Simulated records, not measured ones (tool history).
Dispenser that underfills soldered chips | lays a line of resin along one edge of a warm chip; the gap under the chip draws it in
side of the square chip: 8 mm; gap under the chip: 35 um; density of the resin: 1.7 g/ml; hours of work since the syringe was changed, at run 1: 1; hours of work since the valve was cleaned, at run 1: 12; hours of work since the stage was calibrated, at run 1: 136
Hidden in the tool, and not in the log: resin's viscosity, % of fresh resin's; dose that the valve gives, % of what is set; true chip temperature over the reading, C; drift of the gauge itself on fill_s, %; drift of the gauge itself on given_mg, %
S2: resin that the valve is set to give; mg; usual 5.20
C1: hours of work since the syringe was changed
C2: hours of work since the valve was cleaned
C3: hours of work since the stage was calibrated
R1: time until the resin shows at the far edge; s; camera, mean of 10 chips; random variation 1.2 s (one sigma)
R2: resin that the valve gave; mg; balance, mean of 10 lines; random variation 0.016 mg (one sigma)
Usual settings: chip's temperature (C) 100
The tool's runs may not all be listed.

{"run": 1, "day": 0.0, "chip's temperature (C)": 100, "S2": 5.2, "C1": 1, "C2": 12, "C3": 136, "R1": 125.9, "R2": 5.19}
{"run": 2, "day": 0.183, "chip's temperature (C)": 100, "S2": 5.2, "C1": 4, "C2": 14, "C3": 139, "R1": 162.5, "R2": 5.13}
{"day": 0.3, "done": "new syringe of resin"}
{"run": 3, "day": 0.3, "chip's temperature (C)": 100, "S2": 5.2, "C1": 0, "C2": 16, "C3": 140, "R1": 114.2, "R2": 5.11}
{"run": 4, "day": 0.462, "chip's temperature (C)": 100, "S2": 5.2, "C1": 3, "C2": 19, "C3": 143, "R1": 144.2, "R2": 5.13}
{"run": 5, "day": 0.612, "chip's temperature (C)": 100, "S2": 5.2, "C1": 5, "C2": 21, "C3": 145, "R1": 174.2, "R2": 5.09}
{"day": 0.642, "done": "new syringe of resin"}
{"run": 6, "day": 0.725, "chip's temperature (C)": 100, "S2": 5.2, "C1": 1, "C2": 23, "C3": 147, "R1": 127.7, "R2": 5.1}
{"run": 7, "day": 0.817, "chip's temperature (C)": 100, "S2": 6.44, "C1": 3, "C2": 24, "C3": 148, "R1": 140.1, "R2": 6.33}
{"run": 8, "day": 0.967, "chip's temperature (C)": 100, "S2": 6.44, "C1": 5, "C2": 27, "C3": 151, "R1": 172.0, "R2": 6.27}
{"day": 0.992, "done": "new syringe of resin"}
{"run": 9, "day": 1.179, "chip's temperature (C)": 100, "S2": 5.2, "C1": 3, "C2": 30, "C3": 154, "R1": 149.0, "R2": 5.07}
{"run": 10, "day": 1.288, "chip's temperature (C)": 100, "S2": 4.63, "C1": 5, "C2": 32, "C3": 156, "R1": 177.5, "R2": 4.45}
{"day": 1.338, "done": "new syringe of resin"}
{"run": 11, "day": 1.392, "chip's temperature (C)": 100, "S2": 6.65, "C1": 1, "C2": 33, "C3": 157, "R1": 118.1, "R2": 6.47}
{"run": 12, "day": 1.592, "chip's temperature (C)": 100, "S2": 6.65, "C1": 4, "C2": 36, "C3": 161, "R1": 157.8, "R2": 6.42}
{"day": 1.683, "done": "new syringe of resin"}
{"run": 13, "day": 1.704, "chip's temperature (C)": 105, "S2": 6.65, "C1": 0, "C2": 38, "C3": 162, "R1": 96.4, "R2": 6.41}
{"run": 14, "day": 1.846, "chip's temperature (C)": 105, "S2": 5.18, "C1": 3, "C2": 40, "C3": 164, "R1": 118.5, "R2": 5.02}
{"run": 15, "day": 1.996, "chip's temperature (C)": 105, "S2": 5.18, "C1": 5, "C2": 43, "C3": 167, "R1": 147.4, "R2": 4.99}
{"day": 2.033, "done": "new syringe of resin"}
{"run": 16, "day": 2.1, "chip's temperature (C)": 105, "S2": 5.18, "C1": 1, "C2": 44, "C3": 168, "R1": 105.5, "R2": 4.98}
{"run": 17, "day": 2.258, "chip's temperature (C)": 94, "S2": 5.2, "C1": 4, "C2": 47, "C3": 171, "R1": 203.3, "R2": 5.04}
{"day": 2.388, "done": "new syringe of resin"}
{"run": 18, "day": 2.417, "chip's temperature (C)": 100, "S2": 5.2, "C1": 0, "C2": 49, "C3": 173, "R1": 122.6, "R2": 5.0}
{"run": 19, "day": 2.533, "chip's temperature (C)": 89, "S2": 5.78, "C1": 2, "C2": 51, "C3": 175, "R1": 217.5, "R2": 5.5}
{"run": 20, "day": 2.65, "chip's temperature (C)": 88, "S2": 5.16, "C1": 4, "C2": 53, "C3": 177, "R1": 273.8, "R2": 4.9}
{"day": 2.742, "done": "dispensing valve cleaned and set on the balance"}
{"day": 2.771, "done": "new syringe of resin"}
{"run": 21, "day": 2.838, "chip's temperature (C)": 91, "S2": 6.72, "C1": 1, "C2": 1, "C3": 179, "R1": 174.1, "R2": 6.72}
{"run": 22, "day": 2.929, "chip's temperature (C)": 91, "S2": 6.72, "C1": 3, "C2": 3, "C3": 181, "R1": 196.6, "R2": 6.73}
{"day": 3.121, "done": "new syringe of resin"}
{"run": 23, "day": 3.121, "chip's temperature (C)": 109, "S2": 4.48, "C1": 0, "C2": 6, "C3": 184, "R1": 84.0, "R2": 4.49}
{"run": 24, "day": 3.229, "chip's temperature (C)": 108, "S2": 5.22, "C1": 2, "C2": 7, "C3": 185, "R1": 98.0, "R2": 5.2}
{"run": 25, "day": 3.417, "chip's temperature (C)": 100, "S2": 6.3, "C1": 5, "C2": 10, "C3": 188, "R1": 160.7, "R2": 6.27}
{"day": 3.467, "done": "new syringe of resin"}
{"run": 26, "day": 3.592, "chip's temperature (C)": 86, "S2": 5.3, "C1": 2, "C2": 13, "C3": 191, "R1": 239.4, "R2": 5.25}
{"run": 27, "day": 3.683, "chip's temperature (C)": 86, "S2": 4.93, "C1": 3, "C2": 15, "C3": 192, "R1": 276.9, "R2": 4.89}
{"day": 3.817, "done": "new syringe of resin"}
{"run": 28, "day": 3.833, "chip's temperature (C)": 100, "S2": 6.1, "C1": 0, "C2": 17, "C3": 195, "R1": 114.7, "R2": 6.05}
{"run": 29, "day": 4.038, "chip's temperature (C)": 100, "S2": 6.1, "C1": 4, "C2": 20, "C3": 198, "R1": 150.7, "R2": 6.01}
{"day": 4.158, "done": "new syringe of resin"}
{"run": 30, "day": 4.221, "chip's temperature (C)": 100, "S2": 5.46, "C1": 1, "C2": 23, "C3": 201, "R1": 126.9, "R2": 5.34}
{"run": 31, "day": 4.4, "chip's temperature (C)": 100, "S2": 5.46, "C1": 4, "C2": 26, "C3": 204, "R1": 160.6, "R2": 5.36}
{"day": 4.508, "done": "new syringe of resin"}
{"run": 32, "day": 4.554, "chip's temperature (C)": 106, "S2": 5.06, "C1": 1, "C2": 28, "C3": 206, "R1": 98.0, "R2": 4.96}
{"run": 33, "day": 4.662, "chip's temperature (C)": 99, "S2": 4.55, "C1": 3, "C2": 30, "C3": 208, "R1": 153.0, "R2": 4.4}
{"run": 34, "day": 4.796, "chip's temperature (C)": 100, "S2": 4.62, "C1": 5, "C2": 32, "C3": 210, "R1": 174.2, "R2": 4.52}
{"day": 4.858, "done": "new syringe of resin"}
{"run": 35, "day": 5.017, "chip's temperature (C)": 100, "S2": 4.62, "C1": 3, "C2": 35, "C3": 213, "R1": 147.7, "R2": 4.51}
{"run": 36, "day": 5.121, "chip's temperature (C)": 100, "S2": 5.5, "C1": 4, "C2": 37, "C3": 215, "R1": 161.5, "R2": 5.33}

3 ways to go on from here, each from the tool as it stands after run 36. What would each give?
{"day": 5.217, "done": "new syringe of resin"}
{"run": "A", "day": 5.238, "chip's temperature (C)": 109, "S2": 5.38, "C1": 0, "C2": 39, "C3": 217, "R1": "?", "R2": "?"}
{"day": 5.217, "done": "new syringe of resin"}
{"run": "B", "day": 5.238, "chip's temperature (C)": 109, "S2": 5.07, "C1": 0, "C2": 39, "C3": 217, "R1": "?", "R2": "?"}
{"day": 5.217, "done": "new syringe of resin"}
{"run": "C", "day": 5.238, "chip's temperature (C)": 110, "S2": 5.08, "C1": 0, "C2": 39, "C3": 217, "R1": "?", "R2": "?"}

run=A R1=83.0 R2=5.21
run=B R1=84.0 R2=4.93
run=C R1=82.3 R2=4.95
Without the tool's hidden state the same runs would have given:
run=A R1=78.1 R2=5.37
run=B R1=78.8 R2=5.08
run=C R1=77.3 R2=5.10
